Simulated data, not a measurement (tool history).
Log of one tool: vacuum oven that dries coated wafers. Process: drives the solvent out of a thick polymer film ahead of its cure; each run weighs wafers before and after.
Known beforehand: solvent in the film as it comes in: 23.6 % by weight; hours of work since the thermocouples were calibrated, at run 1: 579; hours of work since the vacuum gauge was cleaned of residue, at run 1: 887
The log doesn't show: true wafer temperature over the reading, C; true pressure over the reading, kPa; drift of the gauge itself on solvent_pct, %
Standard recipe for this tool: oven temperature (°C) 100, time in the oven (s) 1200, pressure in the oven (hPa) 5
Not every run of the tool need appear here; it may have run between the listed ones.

| run | hour | oven temperature (°C) | time in the oven (s) | pressure in the oven (hPa) | hours of work since the thermocouples were calibrated | hours of work since the vacuum gauge was cleaned of residue | solvent left in the film (%) |
|---|---|---|---|---|---|---|---|
| 1 | 0 | 100 | 1200 | 5 | 579 | 887 | 2.02 |
| 2 | 35 | 100 | 1200 | 5 | 600 | 907 | 2.01 |
| 3 | 73.2 | 100 | 720 | 5 | 622 | 929 | 4.1 |
| 4 | 99.9 | 100 | 720 | 5 | 638 | 945 | 4.07 |
| 5 | 131.9 | 100 | 720 | 5 | 657 | 964 | 4.08 |
| 6 | 176.4 | 100 | 1020 | 5 | 683 | 990 | 2.53 |
| 7 | 205.2 | 94 | 1200 | 5 | 700 | 1007 | 3.82 |
| 8 | 241 | 94 | 1380 | 5 | 721 | 1028 | 3.24 |
| 9 | 280.5 | 94 | 1380 | 5 | 744 | 1051 | 3.24 |
| 10 | 323 | 94 | 1380 | 5 | 769 | 1076 | 3.25 |
|  | 346.5 | vacuum gauge cleaned of residue and calibrated |
| 11 | 368.1 | 94 | 1380 | 5 | 794 | 13 | 2.56 |
| 12 | 389.3 | 94 | 1380 | 5 | 807 | 25 | 2.57 |
| 13 | 421.1 | 94 | 1080 | 5 | 825 | 44 | 3.79 |
| 14 | 462.8 | 94 | 1080 | 5 | 850 | 68 | 3.77 |
| 15 | 487 | 94 | 2040 | 5 | 864 | 82 | 1.35 |
| 16 | 508.5 | 94 | 1020 | 5 | 876 | 95 | 4.07 |
| 17 | 557.2 | 94 | 1020 | 5 | 905 | 123 | 4.15 |
| 18 | 581.1 | 94 | 1020 | 5 | 919 | 137 | 4.16 |
| 19 | 627.1 | 100 | 1200 | 5 | 946 | 164 | 1.59 |
| 20 | 671.5 | 100 | 1200 | 5 | 972 | 190 | 1.54 |
| 21 | 706.3 | 100 | 1200 | 5 | 992 | 211 | 1.59 |
| 22 | 741.2 | 100 | 1200 | 5 | 1013 | 231 | 1.57 |
| 23 | 775.1 | 100 | 1200 | 5 | 1033 | 251 | 1.56 |
|  | 779.1 | oven's thermocouples calibrated |
| 24 | 808.2 | 100 | 1200 | 5 | 17 | 269 | 1.55 |
| 25 | 846.7 | 100 | 1200 | 5 | 40 | 292 | 1.56 |
| 26 | 867.9 | 101 | 1680 | 3.29 | 52 | 304 | 0.68 |
| 27 | 888.6 | 100 | 1980 | 5.03 | 64 | 316 | 0.84 |
| 28 | 935.4 | 100 | 1260 | 4.44 | 92 | 344 | 1.37 |
|  | 954 | oven's thermocouples calibrated, once more |
| 29 | 966.6 | 110 | 1200 | 6.9 | 7 | 361 | 0.75 |
| 30 | 992.7 | 98 | 1200 | 7.6 | 23 | 376 | 2.59 |
| 31 | 1013.9 | 100 | 1740 | 7.91 | 35 | 389 | 1.42 |
| 32 | 1062.8 | 100 | 1740 | 7.91 | 64 | 417 | 1.43 |
| 33 | 1094.7 | 85 | 1740 | 2.53 | 82 | 436 | 4.99 |
| 34 | 1142.5 | 113 | 1860 | 12.27 | 110 | 464 | 1.09 |
| 35 | 1183.9 | 98 | 1860 | 6.94 | 135 | 488 | 1.54 |
| 36 | 1203.6 | 98 | 1860 | 6.94 | 146 | 500 | 1.5 |
| 37 | 1229.7 | 98 | 780 | 13.67 | 162 | 515 | 5.23 |
| 38 | 1252.4 | 100 | 660 | 7.13 | 175 | 528 | 4.56 |
| 39 | 1279.5 | 90 | 1320 | 7.13 | 191 | 544 | 5.05 |
| 40 | 1318.8 | 100 | 1320 | 5 | 214 | 567 | 1.58 |
| 41 | 1359.9 | 88 | 660 | 5 | 238 | 591 | 10.22 |
| 42 | 1383.2 | 110 | 1320 | 5 | 251 | 605 | 0.7 |
| 43 | 1415.3 | 110 | 1920 | 9.26 | 270 | 624 | 1.03 |
| 44 | 1451.8 | 89 | 1260 | 4.36 | 292 | 645 | 5.39 |
| 45 | 1479.9 | 89 | 1260 | 4.36 | 308 | 662 | 5.36 |
| 46 | 1518.8 | 89 | 1200 | 4.72 | 331 | 684 | 5.72 |
| 47 | 1558.3 | 89 | 1200 | 4.72 | 354 | 708 | 5.77 |

Run by run, hidden condition taken away, random variation retained:
| run | solvent left in the film (%) |
|---|---|
| 1 | 1.59 |
| 2 | 1.56 |
| 3 | 3.71 |
| 4 | 3.68 |
| 5 | 3.69 |
| 6 | 2.08 |
| 7 | 3.3 |
| 8 | 2.68 |
| 9 | 2.67 |
| 10 | 2.68 |
| 11 | 2.64 |
| 12 | 2.64 |
| 13 | 3.88 |
| 14 | 3.85 |
| 15 | 1.36 |
| 16 | 4.15 |
| 17 | 4.22 |
| 18 | 4.23 |
| 19 | 1.59 |
| 20 | 1.53 |
| 21 | 1.57 |
| 22 | 1.55 |
| 23 | 1.53 |
| 24 | 1.54 |
| 25 | 1.54 |
| 26 | 0.58 |
| 27 | 0.73 |
| 28 | 1.32 |
| 29 | 0.62 |
| 30 | 2.38 |
| 31 | 1.23 |
| 32 | 1.22 |
| 33 | 4.67 |
| 34 | 0.94 |
| 35 | 1.28 |
| 36 | 1.24 |
| 37 | 5.02 |
| 38 | 4.36 |
| 39 | 4.75 |
| 40 | 1.31 |
| 41 | 10 |
| 42 | 0.49 |
| 43 | 0.82 |
| 44 | 5.07 |
| 45 | 5.04 |
| 46 | 5.41 |
| 47 | 5.45 |
